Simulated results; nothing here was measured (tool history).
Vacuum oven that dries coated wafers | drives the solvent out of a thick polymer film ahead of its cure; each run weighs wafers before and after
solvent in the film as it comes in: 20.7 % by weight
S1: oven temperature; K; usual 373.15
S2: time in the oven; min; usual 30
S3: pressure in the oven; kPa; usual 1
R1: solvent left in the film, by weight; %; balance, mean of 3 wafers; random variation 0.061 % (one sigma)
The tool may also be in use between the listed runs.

Run 1, hour 0: usual settings. Result: R1 3.61 %.
Run 2, hour 15.4: usual settings but S1 379.15 K. Result: R1 2.11 %.
Run 3, hour 31.6: usual settings but S1 379.15 K. Result: R1 2.11 %.
Run 4, hour 47.4: usual settings but S2 19 min. Result: R1 6.08 %.
Run 5, hour 64.8: usual settings but S2 19 min. Result: R1 6.22 %.
Run 6, hour 72.7: usual settings. Result: R1 3.62 %.
Run 7, hour 82: usual settings. Result: R1 3.66 %.
Run 8, hour 89.7: usual settings but S1 381.15 K. Result: R1 1.69 %.
Run 9, hour 105.6: usual settings but S1 381.15 K. Result: R1 1.74 %.
Run 10, hour 114.7: usual settings. Result: R1 3.61 %.
Run 11, hour 122.5: usual settings. Result: R1 3.59 %.
Run 12, hour 132.6: usual settings. Result: R1 3.52 %.
Run 13, hour 139.9: usual settings but S2 51 min. Result: R1 1.65 %.
Run 14, hour 156.1: usual settings but S2 51 min. Result: R1 1.6 %.
At hour 159: vacuum gauge cleaned of residue and calibrated.
Run 15, hour 173.6: usual settings. Result: R1 3.77 %.
Run 16, hour 191.1: usual settings. Result: R1 3.74 %.
Run 17, hour 199.5: usual settings. Result: R1 3.67 %.
At hour 213.5: vacuum gauge cleaned of residue and calibrated, once more.
Run 18, hour 218.3: usual settings. Result: R1 3.64 %.
Run 19, hour 225.8: usual settings. Result: R1 3.64 %.
Run 20, hour 235.1: usual settings but S2 41 min. Result: R1 2.21 %.
Run 21, hour 242.8: usual settings. Result: R1 3.77 %.
Run 22, hour 259.6: usual settings. Result: R1 3.68 %.
Run 23, hour 271: usual settings. Result: R1 3.7 %.
Run 24, hour 285.1: usual settings but S1 377.15 K. Result: R1 2.6 %.
Run 25, hour 294.6: usual settings but S2 31 min. Result: R1 3.55 %.
Run 26, hour 307.6: usual settings but S2 31 min. Result: R1 3.55 %.
Run 27, hour 321.7: usual settings but S1 367.15 K, S2 40 min, S3 3.16 kPa. Result: R1 5.44 %.
Run 28, hour 331.6: usual settings but S1 365.15 K, S2 21 min, S3 2.34 kPa. Result: R1 8.92 %.
Run 29, hour 339.2: usual settings but S1 383.15 K. Result: R1 1.35 %.
Run 30, hour 354.3: usual settings but S1 383.15 K, S2 37 min, S3 1.71 kPa. Result: R1 1.16 %.
Run 31, hour 369.8: usual settings but S1 383.15 K, S2 37 min, S3 1.71 kPa. Result: R1 1.27 %.
Run 32, hour 380.3: usual settings but S1 383.15 K, S2 44 min, S3 3.34 kPa. Result: R1 1.63 %.
Run 33, hour 397.2: usual settings but S1 383.15 K, S2 44 min, S3 3.34 kPa. Result: R1 1.64 %.
Run 34, hour 409.2: usual settings but S1 383.15 K, S2 44 min, S3 3.34 kPa. Result: R1 1.74 %.
Run 35, hour 417.8: usual settings but S1 383.15 K, S3 3.34 kPa. Result: R1 2.4 %.
Run 36, hour 434.1: usual settings but S1 378.15 K, S2 17 min, S3 0.73 kPa. Result: R1 5.26 %.
Run 37, hour 449.9: usual settings but S2 42 min, S3 2.83 kPa. Result: R1 3.16 %.
Run 38, hour 467.2: usual settings but S1 364.15 K, S2 38 min, S3 0.86 kPa. Result: R1 5.24 %.
Run 39, hour 475.8: usual settings but S1 365.15 K, S2 48 min, S3 0.78 kPa. Result: R1 3.61 %.
Run 40, hour 493: usual settings but S1 387.15 K, S2 26 min. Result: R1 1.26 %.
Run 41, hour 504.7: usual settings but S1 366.15 K. Result: R1 6.07 %.
Run 42, hour 515.9: usual settings but S1 366.15 K, S3 0.73 kPa. Result: R1 5.91 %.
Run 43, hour 532.1: usual settings but S1 366.15 K, S3 0.73 kPa. Result: R1 5.89 %.
Run 44, hour 540.2: usual settings but S1 360.15 K, S2 33 min, S3 2.05 kPa. Result: R1 8.39 %.
Run 45, hour 552.3: usual settings but S1 379.15 K, S3 1.13 kPa. Result: R1 2.34 %.
Run 46, hour 569.7: usual settings but S1 379.15 K, S3 1.13 kPa. Result: R1 2.26 %.
Run 47, hour 585.8: usual settings but S1 379.15 K, S3 1.13 kPa. Result: R1 2.29 %.

3 ways to go on from here, each from the tool as it stands after run 47. What would each give?
Run A, hour 595: usual settings but S1 371.15 K, S2 15 min. Result: R1 ?.
Run B, hour 595: usual settings but S1 364.15 K, S2 43 min, S3 2.56 kPa. Result: R1 ?.
Run C, hour 595: usual settings but S1 383.15 K, S3 1.13 kPa. Result: R1 ?.

run    R1
  A  8.36
  B  5.67
  C  1.46
Without the tool's hidden state the same runs would have given:
run    R1
  A  8.05
  B  5.32
  C   1.3

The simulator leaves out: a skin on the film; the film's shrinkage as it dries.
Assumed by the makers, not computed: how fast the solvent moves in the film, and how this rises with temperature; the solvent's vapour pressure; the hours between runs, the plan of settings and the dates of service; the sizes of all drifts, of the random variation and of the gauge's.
